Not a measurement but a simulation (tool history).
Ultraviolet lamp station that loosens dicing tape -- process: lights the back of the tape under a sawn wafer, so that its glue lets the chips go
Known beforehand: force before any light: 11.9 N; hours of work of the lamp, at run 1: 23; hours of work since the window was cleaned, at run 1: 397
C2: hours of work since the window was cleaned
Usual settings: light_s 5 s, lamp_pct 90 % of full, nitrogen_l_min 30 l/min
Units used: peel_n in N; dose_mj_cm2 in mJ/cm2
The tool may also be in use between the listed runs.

Run 1, hour 0.0: usual settings; hours of work of the lamp 23; C2 397. Result: peel_n 0.360 N, dose_mj_cm2 314 mJ/cm2.
Run 2, hour 17.0: usual settings; hours of work of the lamp 35; C2 408. Result: peel_n 0.392 N, dose_mj_cm2 317 mJ/cm2.
Run 3, hour 42.8: usual settings; hours of work of the lamp 53; C2 426. Result: peel_n 0.389 N, dose_mj_cm2 321 mJ/cm2.
Run 4, hour 58.6: usual settings; hours of work of the lamp 63; C2 437. Result: peel_n 0.373 N, dose_mj_cm2 315 mJ/cm2.
Run 5, hour 86.1: usual settings; hours of work of the lamp 82; C2 455. Result: peel_n 0.388 N, dose_mj_cm2 321 mJ/cm2.
Run 6, hour 114.3: usual settings; hours of work of the lamp 101; C2 474. Result: peel_n 0.362 N, dose_mj_cm2 316 mJ/cm2.
Run 7, hour 144.6: usual settings; hours of work of the lamp 122; C2 495. Result: peel_n 0.380 N, dose_mj_cm2 321 mJ/cm2.
Run 8, hour 160.1: usual settings; hours of work of the lamp 132; C2 505. Result: peel_n 0.377 N, dose_mj_cm2 317 mJ/cm2.
Run 9, hour 191.7: usual settings but light_s 7 s, nitrogen_l_min 42 l/min; hours of work of the lamp 154; C2 527. Result: peel_n 0.112 N, dose_mj_cm2 440 mJ/cm2.
Run 10, hour 216.7: usual settings but lamp_pct 63 % of full; hours of work of the lamp 171; C2 544. Result: peel_n 0.999 N, dose_mj_cm2 219 mJ/cm2.
Run 11, hour 230.6: usual settings but light_s 3 s, lamp_pct 63 % of full, nitrogen_l_min 38 l/min; hours of work of the lamp 180; C2 553. Result: peel_n 2.544 N, dose_mj_cm2 133 mJ/cm2.
Run 12, hour 248.4: usual settings but light_s 4 s, lamp_pct 63 % of full, nitrogen_l_min 37 l/min; hours of work of the lamp 192; C2 565. Result: peel_n 1.509 N, dose_mj_cm2 180 mJ/cm2.
Run 13, hour 273.7: usual settings but light_s 4 s, lamp_pct 63 % of full, nitrogen_l_min 37 l/min; hours of work of the lamp 209; C2 583. Result: peel_n 1.498 N, dose_mj_cm2 180 mJ/cm2.
Run 14, hour 303.0: usual settings but light_s 4 s, lamp_pct 85 % of full, nitrogen_l_min 37 l/min; hours of work of the lamp 229; C2 602. Result: peel_n 0.751 N, dose_mj_cm2 240 mJ/cm2.
At hour 308.3: window cleaned of glue's vapour.
Run 15, hour 318.7: usual settings but light_s 7 s, lamp_pct 62 % of full, nitrogen_l_min 34 l/min; hours of work of the lamp 240; C2 7. Result: peel_n 0.374 N, dose_mj_cm2 302 mJ/cm2.
Run 16, hour 350.3: usual settings but light_s 7 s, lamp_pct 62 % of full, nitrogen_l_min 34 l/min; hours of work of the lamp 261; C2 29. Result: peel_n 0.384 N, dose_mj_cm2 304 mJ/cm2.

Consider 5 possible next runs. They are alternatives, not a sequence: every one starts from the tool as it was left by run 16. What does each give?
Run A, hour 375.8: usual settings but light_s 8 s, lamp_pct 61 % of full, nitrogen_l_min 16 l/min; hours of work of the lamp 278; C2 46. Result: peel_n ?, dose_mj_cm2 ?.
Run B, hour 375.8: usual settings but lamp_pct 87 % of full, nitrogen_l_min 12 l/min; hours of work of the lamp 278; C2 46. Result: peel_n ?, dose_mj_cm2 ?.
Run C, hour 375.8: usual settings but light_s 3 s, lamp_pct 68 % of full, nitrogen_l_min 14 l/min; hours of work of the lamp 278; C2 46. Result: peel_n ?, dose_mj_cm2 ?.
Run D, hour 375.8: usual settings but lamp_pct 80 % of full; hours of work of the lamp 278; C2 46. Result: peel_n ?, dose_mj_cm2 ?.
Run E, hour 375.8: usual settings but nitrogen_l_min 15 l/min; hours of work of the lamp 278; C2 46. Result: peel_n ?, dose_mj_cm2 ?.

run  peel_n  dose_mj_cm2
  A   0.443          341
  B   0.698          304
  C   2.984          143
  D   0.528          280
  E   0.567          316
Without the tool's unlogged condition, the same runs would have read:
run  peel_n  dose_mj_cm2
  A   0.443          341
  B   0.697          304
  C   2.982          143
  D   0.527          280
  E   0.566          317
